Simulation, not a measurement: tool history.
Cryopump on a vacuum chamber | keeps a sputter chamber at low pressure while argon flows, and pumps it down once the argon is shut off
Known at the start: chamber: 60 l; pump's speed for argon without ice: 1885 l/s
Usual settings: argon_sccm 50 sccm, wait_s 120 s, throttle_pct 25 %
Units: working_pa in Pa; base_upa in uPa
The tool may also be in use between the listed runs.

| run | hour | argon_sccm | wait_s | throttle_pct | working_pa | base_upa |
|---|---|---|---|---|---|---|
| 1 | 0.0 | 50 | 120 | 25 | 0.1874 | 0.99 |
| 2 | 38.9 | 50 | 120 | 25 | 0.1858 | 0.99 |
| 3 | 81.1 | 50 | 120 | 25 | 0.1876 | 1.03 |
| 4 | 126.7 | 50 | 120 | 25 | 0.1877 | 1.07 |
| 5 | 157.3 | 50 | 120 | 25 | 0.1869 | 1.07 |
| 6 | 198.6 | 50 | 120 | 52 | 0.0956 | 1.04 |
| 7 | 224.6 | 50 | 120 | 52 | 0.0957 | 1.08 |
| 8 | 274.6 | 29 | 120 | 25 | 0.1088 | 1.11 |
| 9 | 315.8 | 29 | 120 | 25 | 0.1101 | 1.10 |
| 10 | 351.7 | 29 | 120 | 25 | 0.1125 | 1.14 |
| 11 | 389.7 | 50 | 29 | 25 | 0.1942 | 2.94 |
| 12 | 439.8 | 50 | 29 | 25 | 0.1926 | 2.92 |
|  | 455.7 | pump warmed up, emptied and cooled again |
| 13 | 472.3 | 50 | 225 | 19 | 0.2362 | 0.82 |
| 14 | 499.7 | 50 | 225 | 19 | 0.2371 | 0.75 |
| 15 | 551.1 | 50 | 225 | 19 | 0.2395 | 0.82 |
| 16 | 593.8 | 90 | 120 | 24 | 0.3426 | 1.05 |
| 17 | 635.0 | 52 | 120 | 21 | 0.2271 | 1.08 |
| 18 | 673.8 | 34 | 120 | 54 | 0.0585 | 1.15 |
| 19 | 702.5 | 61 | 120 | 21 | 0.2675 | 1.13 |
| 20 | 742.2 | 61 | 120 | 21 | 0.2659 | 1.14 |
| 21 | 797.0 | 61 | 120 | 21 | 0.2684 | 1.15 |
| 22 | 846.5 | 37 | 120 | 28 | 0.1225 | 1.21 |
| 23 | 892.4 | 50 | 46 | 25 | 0.1853 | 2.08 |

Hidden state or all else? Some run-to-run changes of working_pa, split into what the settings, what came in and random variation would give without the hidden state, and what is left for the hidden state (with any gauge scatter that isn't in both results):
The hidden state here: pump's speed, % of a pump's without ice; cold plate's temperature, K; leak into the chamber, uPa l/s; drift of the gauge itself on working_pa, %; drift of the gauge itself on base_upa, %.
Run 10 -> 11: argon_sccm 29 -> 50, wait_s 120 -> 29. working_pa +0.0817 Pa: hidden state +0.0057, all else +0.0760.
Run 12 -> 13: wait_s 29 -> 225, throttle_pct 25 -> 19, pump warmed up, emptied and cooled again. working_pa +0.0436 Pa: hidden state -0.0124, all else +0.0560.
Run 17 -> 18: argon_sccm 52 -> 34, throttle_pct 21 -> 54. working_pa -0.1686 Pa: hidden state -0.0009, all else -0.1677.
Run 18 -> 19: argon_sccm 34 -> 61, throttle_pct 54 -> 21. working_pa +0.2090 Pa: hidden state +0.0027, all else +0.2063.

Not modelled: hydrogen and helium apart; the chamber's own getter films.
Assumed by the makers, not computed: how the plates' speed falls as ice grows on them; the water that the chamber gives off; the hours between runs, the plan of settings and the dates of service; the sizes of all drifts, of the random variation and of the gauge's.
